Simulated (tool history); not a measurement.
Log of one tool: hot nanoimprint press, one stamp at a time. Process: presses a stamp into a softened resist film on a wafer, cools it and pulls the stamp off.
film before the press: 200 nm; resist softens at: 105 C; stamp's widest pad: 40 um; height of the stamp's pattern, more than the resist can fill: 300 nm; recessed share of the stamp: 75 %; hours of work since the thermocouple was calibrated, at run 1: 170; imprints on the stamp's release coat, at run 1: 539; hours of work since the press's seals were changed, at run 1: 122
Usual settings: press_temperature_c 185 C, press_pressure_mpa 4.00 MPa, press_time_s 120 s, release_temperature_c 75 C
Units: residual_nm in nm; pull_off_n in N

run	day	press_temperature_c	press_pressure_mpa	press_time_s	release_temperature_c	hours of work since the thermocouple was calibrated	imprints on the stamp's release coat	hours of work since the press's seals were changed	residual_nm	pull_off_n
1	0.000	185	4.00	120	75	170	539	122	79.4	116
2	0.242	185	4.00	120	75	173	554	125	80.0	120
3	0.788	185	2.69	120	75	179	589	131	98.2	124
4	1.112	185	2.69	120	75	183	610	135	99.8	122
5	1.488	185	2.69	120	75	187	634	140	97.3	123
6	1.792	185	2.69	120	75	191	653	143	99.8	120
7	2.104	185	4.00	120	64	194	673	147	78.4	149
8	2.667	185	4.00	120	64	201	708	153	78.0	152
9	3.108	182	4.00	120	64	206	736	158	90.2	147
10	3.625	194	4.00	120	75	212	769	164	55.9	126
11	4.025	194	4.00	120	75	216	795	169	55.6	120
12	4.354	194	4.00	120	75	220	816	172	54.4	117
13	4.846	194	4.00	120	75	226	847	178	56.2	123
14	5.296	194	4.00	120	75	231	875	183	54.4	121
15	5.833	194	4.00	221	75	237	910	189	45.0	123
16	6.321	190	5.40	135	69	243	941	195	52.0	140
17	6.846	185	4.00	120	75	249	974	201	78.7	120
18	7.421	185	5.46	120	67	255	1010	207	65.9	144
19	7.654	188	4.00	235	75	258	1025	210	55.9	128
20	8.062	181	2.70	61	73	263	1051	215	135.5	129
21	8.333	181	2.70	61	73	266	1068	218	135.7	123
22	8.725	190	2.70	61	73	270	1093	222	102.3	129
23	9.050	194	5.17	120	75	274	1114	226	48.7	119
24	9.400	194	5.17	185	75	278	1136	230	40.4	120
25	9.812	192	4.00	120	77	283	1163	235	60.1	118
26	10.117	192	4.00	120	77	286	1182	238	59.5	116
27	10.671	187	5.27	120	64	292	1217	245	61.7	153
28	11.000	191	4.68	120	75	296	1238	248	56.4	120
29	11.312	191	4.68	120	75	300	1258	252	56.4	118

Forecast each of these 3 alternatives for the next run:
# day 12.042: stamp cleaned and given a new release coat
A	12.050	178	4.00	227	75	305	1	258	?	?
# day 12.042: stamp cleaned and given a new release coat
B	12.050	176	4.70	99	75	305	1	258	?	?
# day 12.042: stamp cleaned and given a new release coat
C	12.050	191	3.13	120	75	305	1	258	?	?

run	residual_nm	pull_off_n
A	86.9	119
B	110.7	119
C	73.3	121
Without the tool's hidden state the same runs would have given:
run	residual_nm	pull_off_n
A	86.7	119
B	110.5	119
C	73.2	121
